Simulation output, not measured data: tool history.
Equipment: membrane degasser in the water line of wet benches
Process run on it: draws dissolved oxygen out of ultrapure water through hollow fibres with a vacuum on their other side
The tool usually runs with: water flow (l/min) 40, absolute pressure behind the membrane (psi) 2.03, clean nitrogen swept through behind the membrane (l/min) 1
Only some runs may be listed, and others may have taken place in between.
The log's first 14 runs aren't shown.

run,hour,water flow (l/min),absolute pressure behind the membrane (psi),clean nitrogen swept through behind the membrane (l/min),dissolved oxygen in the water behind the degasser (ppb),pressure that the water loses in the fibres (psi)
15,2312.9,40,2.03,1.08,760.5,4.271
16,2499.2,40,2.03,1.08,760.8,4.247
17,2651.4,40,2.03,1.08,764.4,4.266
18,2799.9,43,2.2,1.42,723.6,4.566
19,2954.9,35,1.84,1.42,491.4,3.704
20,3106.9,35,1.84,1.42,493.2,3.726
21,3293.9,59,1.84,0.82,1094.9,6.327
22,3415.8,59,1.84,0.82,1097.2,6.296
23,3564.5,36,2.03,1,746,3.826
24,3676.8,24,1.9,0.6,742.1,2.55
25,3815.2,40,3.95,2.47,818.1,4.292

For run 26, what comes out?
26,3997.9,40,3.95,2.47,?,?

Logged for run 26: dissolved oxygen in the water behind the degasser (ppb) 820.9, pressure that the water loses in the fibres (psi) 4.28.
The same run, on a tool lacking any hidden state, would have yielded dissolved oxygen in the water behind the degasser (ppb) 811.2, pressure that the water loses in the fibres (psi) 3.964.
